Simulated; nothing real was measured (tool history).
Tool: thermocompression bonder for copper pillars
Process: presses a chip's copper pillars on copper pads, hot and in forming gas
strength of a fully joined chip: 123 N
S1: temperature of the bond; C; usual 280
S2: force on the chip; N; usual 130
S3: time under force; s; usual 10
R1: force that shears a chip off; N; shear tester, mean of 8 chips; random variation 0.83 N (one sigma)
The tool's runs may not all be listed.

{"run": 1, "hour": 0.0, "S1": 280, "S2": 130, "S3": 10, "R1": 56.3}
{"run": 2, "hour": 15.7, "S1": 280, "S2": 88, "S3": 10, "R1": 49.2}
{"run": 3, "hour": 39.2, "S1": 280, "S2": 130, "S3": 10, "R1": 55.9}
{"run": 4, "hour": 56.5, "S1": 280, "S2": 130, "S3": 10, "R1": 57.4}
{"run": 5, "hour": 81.7, "S1": 280, "S2": 178, "S3": 10, "R1": 64.2}
{"run": 6, "hour": 102.2, "S1": 280, "S2": 178, "S3": 10, "R1": 65.8}
{"run": 7, "hour": 130.4, "S1": 280, "S2": 130, "S3": 10, "R1": 57.3}
{"run": 8, "hour": 154.4, "S1": 257, "S2": 130, "S3": 10, "R1": 38.0}
{"run": 9, "hour": 183.5, "S1": 257, "S2": 130, "S3": 10, "R1": 38.6}
{"run": 10, "hour": 206.4, "S1": 257, "S2": 130, "S3": 10, "R1": 37.3}
{"run": 11, "hour": 222.9, "S1": 257, "S2": 130, "S3": 10, "R1": 38.6}
{"run": 12, "hour": 242.6, "S1": 280, "S2": 130, "S3": 10, "R1": 54.5}
{"run": 13, "hour": 269.0, "S1": 280, "S2": 130, "S3": 6, "R1": 50.0}
{"run": 14, "hour": 292.2, "S1": 280, "S2": 130, "S3": 10, "R1": 61.5}
{"run": 15, "hour": 320.0, "S1": 280, "S2": 130, "S3": 10, "R1": 61.1}
{"run": 16, "hour": 342.0, "S1": 280, "S2": 130, "S3": 10, "R1": 60.0}
{"run": 17, "hour": 369.7, "S1": 280, "S2": 130, "S3": 10, "R1": 61.0}
{"run": 18, "hour": 384.3, "S1": 280, "S2": 83, "S3": 10, "R1": 48.7}
{"run": 19, "hour": 402.6, "S1": 280, "S2": 130, "S3": 10, "R1": 61.4}
{"run": 20, "hour": 417.3, "S1": 280, "S2": 183, "S3": 10, "R1": 68.9}
{"run": 21, "hour": 435.7, "S1": 280, "S2": 183, "S3": 10, "R1": 68.6}
{"run": 22, "hour": 454.0, "S1": 280, "S2": 183, "S3": 10, "R1": 68.9}
{"run": 23, "hour": 471.7, "S1": 299, "S2": 89, "S3": 9, "R1": 62.6}
{"run": 24, "hour": 483.6, "S1": 265, "S2": 116, "S3": 18, "R1": 54.2}
{"run": 25, "hour": 507.4, "S1": 284, "S2": 130, "S3": 15, "R1": 70.0}
{"run": 26, "hour": 532.8, "S1": 309, "S2": 173, "S3": 10, "R1": 91.7}
{"run": 27, "hour": 556.4, "S1": 289, "S2": 141, "S3": 16, "R1": 77.9}
{"run": 28, "hour": 581.7, "S1": 280, "S2": 130, "S3": 17, "R1": 68.3}
{"run": 29, "hour": 608.9, "S1": 258, "S2": 85, "S3": 10, "R1": 31.3}
{"run": 30, "hour": 625.8, "S1": 281, "S2": 172, "S3": 10, "R1": 62.5}
{"run": 31, "hour": 638.0, "S1": 281, "S2": 172, "S3": 10, "R1": 65.0}
{"run": 32, "hour": 663.6, "S1": 281, "S2": 172, "S3": 10, "R1": 63.1}
{"run": 33, "hour": 677.9, "S1": 251, "S2": 83, "S3": 7, "R1": 22.1}
{"run": 34, "hour": 692.6, "S1": 253, "S2": 81, "S3": 6, "R1": 21.4}
{"run": 35, "hour": 717.9, "S1": 253, "S2": 81, "S3": 6, "R1": 22.2}
{"run": 36, "hour": 737.5, "S1": 253, "S2": 81, "S3": 6, "R1": 21.0}
{"run": 37, "hour": 759.6, "S1": 280, "S2": 130, "S3": 22, "R1": 73.3}
{"run": 38, "hour": 779.8, "S1": 280, "S2": 130, "S3": 5, "R1": 43.0}
{"run": 39, "hour": 796.3, "S1": 261, "S2": 130, "S3": 10, "R1": 40.3}
{"run": 40, "hour": 810.2, "S1": 280, "S2": 130, "S3": 11, "R1": 56.9}
{"run": 41, "hour": 838.3, "S1": 301, "S2": 113, "S3": 11, "R1": 71.1}

Taken out of this log: 1 entry between the listed runs. Where each belongs, and how the hidden state differs across it:
Between runs 12 and 13: forming gas filter changed (hour 255.6)
  force that reaches the chip, % of what is set: 93.8 -> 93.7; oxide that the forming gas leaves, % of the face: 11.33 -> 0.83
  measured less the result without the state, R1: -11.5 -> -4.6 N

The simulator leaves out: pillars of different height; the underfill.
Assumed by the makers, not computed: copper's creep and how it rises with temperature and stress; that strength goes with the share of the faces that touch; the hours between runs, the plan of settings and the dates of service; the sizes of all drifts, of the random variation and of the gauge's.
